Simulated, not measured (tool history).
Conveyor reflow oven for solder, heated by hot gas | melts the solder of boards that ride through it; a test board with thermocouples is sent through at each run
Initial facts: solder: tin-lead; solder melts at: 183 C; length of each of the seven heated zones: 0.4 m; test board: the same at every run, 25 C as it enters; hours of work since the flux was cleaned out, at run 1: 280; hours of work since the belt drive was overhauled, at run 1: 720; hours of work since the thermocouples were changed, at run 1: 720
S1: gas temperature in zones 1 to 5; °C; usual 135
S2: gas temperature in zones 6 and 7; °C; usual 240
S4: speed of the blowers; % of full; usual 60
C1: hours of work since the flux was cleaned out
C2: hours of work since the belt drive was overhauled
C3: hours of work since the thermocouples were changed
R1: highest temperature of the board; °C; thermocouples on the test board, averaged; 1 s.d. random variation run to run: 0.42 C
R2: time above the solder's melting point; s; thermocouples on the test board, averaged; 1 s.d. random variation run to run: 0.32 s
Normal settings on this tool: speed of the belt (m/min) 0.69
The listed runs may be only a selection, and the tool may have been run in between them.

{"run": 1, "hour": 0.0, "S1": 135, "S2": 240, "speed of the belt (m/min)": 0.69, "S4": 60, "C1": 280, "C2": 720, "C3": 720, "R1": 213.5, "R2": 47.7}
{"run": 2, "hour": 50.7, "S1": 135, "S2": 240, "speed of the belt (m/min)": 0.69, "S4": 60, "C1": 304, "C2": 745, "C3": 745, "R1": 212.9, "R2": 46.8}
{"run": 3, "hour": 141.0, "S1": 135, "S2": 247, "speed of the belt (m/min)": 0.69, "S4": 60, "C1": 348, "C2": 788, "C3": 788, "R1": 218.3, "R2": 52}
{"run": 4, "hour": 197.3, "S1": 135, "S2": 247, "speed of the belt (m/min)": 0.69, "S4": 60, "C1": 375, "C2": 815, "C3": 815, "R1": 217.9, "R2": 51.4}
{"run": 5, "hour": 244.1, "S1": 135, "S2": 240, "speed of the belt (m/min)": 0.69, "S4": 60, "C1": 397, "C2": 838, "C3": 838, "R1": 212.6, "R2": 46.9}
{"run": 6, "hour": 322.4, "S1": 135, "S2": 240, "speed of the belt (m/min)": 0.69, "S4": 75, "C1": 435, "C2": 875, "C3": 875, "R1": 217.7, "R2": 51.8}
{"hour": 371.6, "done": "flux residue cleaned out of gas plates and filters"}
{"run": 7, "hour": 387.2, "S1": 135, "S2": 253, "speed of the belt (m/min)": 0.69, "S4": 60, "C1": 8, "C2": 904, "C3": 904, "R1": 225.4, "R2": 56.6}
{"run": 8, "hour": 464.7, "S1": 135, "S2": 253, "speed of the belt (m/min)": 0.69, "S4": 60, "C1": 45, "C2": 941, "C3": 941, "R1": 224.8, "R2": 57.2}
{"run": 9, "hour": 544.6, "S1": 135, "S2": 253, "speed of the belt (m/min)": 0.69, "S4": 60, "C1": 83, "C2": 980, "C3": 980, "R1": 224.4, "R2": 55.9}
{"hour": 553.7, "done": "belt drive overhauled, speed set with a stopwatch"}
{"run": 10, "hour": 639.8, "S1": 135, "S2": 253, "speed of the belt (m/min)": 0.69, "S4": 60, "C1": 127, "C2": 41, "C3": 1024, "R1": 224.5, "R2": 57}
{"run": 11, "hour": 694.7, "S1": 135, "S2": 240, "speed of the belt (m/min)": 0.69, "S4": 60, "C1": 154, "C2": 68, "C3": 1050, "R1": 214.1, "R2": 49.1}
{"run": 12, "hour": 743.6, "S1": 135, "S2": 240, "speed of the belt (m/min)": 0.595, "S4": 60, "C1": 177, "C2": 91, "C3": 1074, "R1": 218.7, "R2": 62.6}
{"run": 13, "hour": 813.0, "S1": 135, "S2": 240, "speed of the belt (m/min)": 0.595, "S4": 60, "C1": 210, "C2": 125, "C3": 1107, "R1": 218.6, "R2": 63}
{"run": 14, "hour": 876.1, "S1": 135, "S2": 240, "speed of the belt (m/min)": 0.69, "S4": 60, "C1": 241, "C2": 155, "C3": 1138, "R1": 214.3, "R2": 48.5}
{"run": 15, "hour": 924.5, "S1": 135, "S2": 240, "speed of the belt (m/min)": 0.69, "S4": 60, "C1": 264, "C2": 178, "C3": 1161, "R1": 213.7, "R2": 48.6}
{"run": 16, "hour": 974.5, "S1": 135, "S2": 240, "speed of the belt (m/min)": 0.69, "S4": 60, "C1": 288, "C2": 202, "C3": 1185, "R1": 213.4, "R2": 49}
{"run": 17, "hour": 1014.4, "S1": 143, "S2": 236, "speed of the belt (m/min)": 0.784, "S4": 60, "C1": 307, "C2": 222, "C3": 1204, "R1": 207.1, "R2": 38.9}
{"hour": 1031.1, "done": "belt drive overhauled, speed set with a stopwatch, once more"}
{"run": 18, "hour": 1062.0, "S1": 143, "S2": 236, "speed of the belt (m/min)": 0.784, "S4": 60, "C1": 328, "C2": 15, "C3": 1225, "R1": 204.2, "R2": 35.9}
{"run": 19, "hour": 1146.8, "S1": 135, "S2": 240, "speed of the belt (m/min)": 0.734, "S4": 60, "C1": 369, "C2": 56, "C3": 1266, "R1": 209.3, "R2": 39.3}
{"run": 20, "hour": 1237.0, "S1": 135, "S2": 239, "speed of the belt (m/min)": 0.69, "S4": 85, "C1": 413, "C2": 99, "C3": 1309, "R1": 217.9, "R2": 52.2}
{"run": 21, "hour": 1312.3, "S1": 121, "S2": 240, "speed of the belt (m/min)": 0.69, "S4": 73, "C1": 449, "C2": 135, "C3": 1346, "R1": 213.1, "R2": 43}
{"hour": 1335.1, "done": "flux residue cleaned out of gas plates and filters"}
{"run": 22, "hour": 1366.2, "S1": 120, "S2": 248, "speed of the belt (m/min)": 0.69, "S4": 73, "C1": 15, "C2": 159, "C3": 1369, "R1": 222.1, "R2": 49.8}
{"run": 23, "hour": 1430.7, "S1": 135, "S2": 251, "speed of the belt (m/min)": 0.69, "S4": 60, "C1": 46, "C2": 190, "C3": 1400, "R1": 221.7, "R2": 53.6}
{"run": 24, "hour": 1493.3, "S1": 140, "S2": 229, "speed of the belt (m/min)": 0.69, "S4": 56, "C1": 76, "C2": 220, "C3": 1430, "R1": 202.8, "R2": 38.1}
{"run": 25, "hour": 1565.0, "S1": 140, "S2": 229, "speed of the belt (m/min)": 0.69, "S4": 56, "C1": 111, "C2": 255, "C3": 1465, "R1": 202.7, "R2": 38.8}
{"run": 26, "hour": 1607.4, "S1": 135, "S2": 240, "speed of the belt (m/min)": 0.69, "S4": 73, "C1": 131, "C2": 275, "C3": 1485, "R1": 217.2, "R2": 51.1}
{"hour": 1616.4, "done": "thermocouples of zones 6 and 7 changed"}
{"run": 27, "hour": 1654.5, "S1": 149, "S2": 240, "speed of the belt (m/min)": 0.69, "S4": 69, "C1": 153, "C2": 297, "C3": 18, "R1": 220.7, "R2": 57.8}
{"run": 28, "hour": 1705.7, "S1": 149, "S2": 240, "speed of the belt (m/min)": 0.69, "S4": 69, "C1": 177, "C2": 321, "C3": 43, "R1": 221.3, "R2": 58.5}
{"run": 29, "hour": 1794.0, "S1": 142, "S2": 240, "speed of the belt (m/min)": 0.69, "S4": 60, "C1": 220, "C2": 364, "C3": 85, "R1": 216.5, "R2": 51.6}
{"run": 30, "hour": 1861.7, "S1": 142, "S2": 240, "speed of the belt (m/min)": 0.69, "S4": 60, "C1": 252, "C2": 396, "C3": 118, "R1": 215.3, "R2": 51.9}
{"run": 31, "hour": 1916.0, "S1": 131, "S2": 255, "speed of the belt (m/min)": 0.69, "S4": 60, "C1": 279, "C2": 423, "C3": 144, "R1": 224.8, "R2": 54.5}

Predict each of these 3 candidate next runs independently; none follows another, all start after run 31:
{"run": "A", "hour": 1993.6, "S1": 137, "S2": 255, "speed of the belt (m/min)": 0.605, "S4": 76, "C1": 316, "C2": 460, "C3": 182, "R1": "?", "R2": "?"}
{"run": "B", "hour": 1993.6, "S1": 135, "S2": 236, "speed of the belt (m/min)": 0.726, "S4": 86, "C1": 316, "C2": 460, "C3": 182, "R1": "?", "R2": "?"}
{"run": "C", "hour": 1993.6, "S1": 131, "S2": 237, "speed of the belt (m/min)": 0.69, "S4": 60, "C1": 316, "C2": 460, "C3": 182, "R1": "?", "R2": "?"}

run=A R1=237.9 R2=73.1
run=B R1=217.7 R2=48.9
run=C R1=209.6 R2=43.8
What these runs would have given with no unlogged condition in the tool:
run=A R1=240.1 R2=73.3
run=B R1=220.1 R2=50.1
run=C R1=211.7 R2=45.2
